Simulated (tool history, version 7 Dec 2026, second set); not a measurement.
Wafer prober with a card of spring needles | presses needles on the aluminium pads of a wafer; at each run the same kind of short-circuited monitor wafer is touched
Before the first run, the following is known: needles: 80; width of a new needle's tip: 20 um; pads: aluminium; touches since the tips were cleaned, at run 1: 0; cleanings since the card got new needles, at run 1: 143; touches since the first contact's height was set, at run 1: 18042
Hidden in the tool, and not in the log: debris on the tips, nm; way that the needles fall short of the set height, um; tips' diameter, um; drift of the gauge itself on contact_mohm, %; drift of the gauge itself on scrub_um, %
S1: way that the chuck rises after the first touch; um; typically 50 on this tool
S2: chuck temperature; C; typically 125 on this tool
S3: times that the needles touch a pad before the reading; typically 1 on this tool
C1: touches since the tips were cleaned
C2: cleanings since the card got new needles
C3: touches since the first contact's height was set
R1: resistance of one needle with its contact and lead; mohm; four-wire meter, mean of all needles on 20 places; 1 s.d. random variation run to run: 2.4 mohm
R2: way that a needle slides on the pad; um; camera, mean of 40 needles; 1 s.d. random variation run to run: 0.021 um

run,hour,S1,S2,S3,C1,C2,C3,R1,R2
1,0,50,125,1,0,143,18042,289,11.69
# hour 17.5: tips cleaned on abrasive film
# hour 33.8: tips cleaned on abrasive film
# hour 53.8: tips cleaned on abrasive film
2,59.7,50,125,1,2677,146,44833,353,11.65
# hour 70.7: tips cleaned on abrasive film
# hour 88.8: tips cleaned on abrasive film
3,91.6,50,29,1,1289,148,59128,297,11.66
# hour 105.4: tips cleaned on abrasive film
# hour 124: tips cleaned on abrasive film
# hour 143.3: tips cleaned on abrasive film
4,144.2,50,75,1,399,151,82713,275,11.65
# hour 162.3: tips cleaned on abrasive film
# hour 179.6: tips cleaned on abrasive film
# hour 196: tips cleaned on abrasive film
5,199.5,50,125,1,1586,154,107503,329,11.56
# hour 215.5: tips cleaned on abrasive film
# hour 233.1: tips cleaned on abrasive film
6,237,50,125,1,1731,156,124325,320,11.59
# hour 252.9: tips cleaned on abrasive film
# hour 272.3: tips cleaned on abrasive film
# hour 283.2: height of the first contact set anew
7,283.2,49,125,1,4737,158,0,398,11.45
# hour 291.4: tips cleaned on abrasive film
# hour 309.9: tips cleaned on abrasive film
# hour 329: tips cleaned on abrasive film
8,329.6,50,125,1,265,161,20826,288,11.69
# hour 348: tips cleaned on abrasive film
9,363.1,50,125,1,6803,162,35853,418,11.67
# hour 366: tips cleaned on abrasive film
# hour 383.8: tips cleaned on abrasive film
# hour 402.7: tips cleaned on abrasive film
10,414.3,50,125,1,5233,165,58821,394,11.64
# hour 422.5: tips cleaned on abrasive film
# hour 438.8: tips cleaned on abrasive film
11,452.4,50,125,1,6128,167,75932,407,11.62
# hour 455.5: tips cleaned on abrasive film
# hour 474: tips cleaned on abrasive film
12,483.8,50,125,1,4405,169,89982,373,11.62
# hour 491.6: tips cleaned on abrasive film
# hour 509.7: tips cleaned on abrasive film
# hour 526.9: tips cleaned on abrasive film
13,538.4,50,46,1,5179,172,114458,391,11.59
# hour 545.1: tips cleaned on abrasive film
# hour 563.9: tips cleaned on abrasive film
# hour 582.3: tips cleaned on abrasive film
14,595.8,50,46,1,6097,175,140209,413,11.55
# hour 599.3: tips cleaned on abrasive film
# hour 607.3: height of the first contact set anew
# hour 618.8: tips cleaned on abrasive film
# hour 638: tips cleaned on abrasive film
15,650.9,50,46,1,5815,178,19573,392,11.68
# hour 655: tips cleaned on abrasive film
# hour 673.1: tips cleaned on abrasive film
# hour 693.1: tips cleaned on abrasive film
16,693.3,50,27,1,118,181,38582,265,11.65
# hour 713: tips cleaned on abrasive film
17,727.8,50,27,1,6641,182,54070,409,11.61
# hour 731.9: tips cleaned on abrasive film
# hour 750.7: tips cleaned on abrasive film
# hour 769.8: tips cleaned on abrasive film
# hour 789: tips cleaned on abrasive film
18,790,68,27,2,443,186,81945,247,15.84
# hour 806.3: tips cleaned on abrasive film
# hour 822.7: tips cleaned on abrasive film
19,832.5,68,27,2,4453,188,101042,283,15.79
# hour 840.1: tips cleaned on abrasive film
# hour 857.6: tips cleaned on abrasive film
# hour 875.6: tips cleaned on abrasive film
20,884.1,68,27,2,3820,191,124147,277,15.77
# hour 892.3: tips cleaned on abrasive film
# hour 911.6: tips cleaned on abrasive film
# hour 930.8: tips cleaned on abrasive film
# hour 931.1: height of the first contact set anew
21,932.6,42,36,1,679,194,679,298,9.83
# hour 950.5: tips cleaned on abrasive film
# hour 969.4: tips cleaned on abrasive film
# hour 988: tips cleaned on abrasive film
22,992.7,42,36,1,2144,197,27657,367,9.8
# hour 1007.4: tips cleaned on abrasive film
# hour 1026.1: tips cleaned on abrasive film
# hour 1044.6: tips cleaned on abrasive film
23,1045,55,85,1,169,200,51067,273,12.83
# hour 1061.3: tips cleaned on abrasive film
24,1072.9,36,125,1,5231,201,63613,532,8.4
# hour 1079.8: tips cleaned on abrasive film
# hour 1097.8: tips cleaned on abrasive film
# hour 1117.3: tips cleaned on abrasive film
25,1126,36,29,1,3921,204,87419,484,8.35
# hour 1134.2: tips cleaned on abrasive film
# hour 1152.1: tips cleaned on abrasive film
26,1168.2,63,82,3,7226,206,106349,287,14.65
# hour 1172.3: tips cleaned on abrasive film
# hour 1191.3: tips cleaned on abrasive film
# hour 1210.8: tips cleaned on abrasive film
27,1225.8,50,34,3,6787,209,132230,310,11.57

A few steps of R1 between consecutive runs. Split each: what settings, incoming material and random variation would produce without the hidden state, and what is left over for the hidden state, along with gauge scatter present in only one of the two compared results (measured, and without hidden state):
Run 23 -> 24: S1 55 -> 36, S2 85 -> 125, tips cleaned on abrasive film. R1 +259 mohm: hidden state +236, all else +23.
Run 25 -> 26: S1 36 -> 63, S2 29 -> 82, S3 1 -> 3, tips cleaned on abrasive film, tips cleaned on abrasive film. R1 -197 mohm: hidden state -199, all else +2.
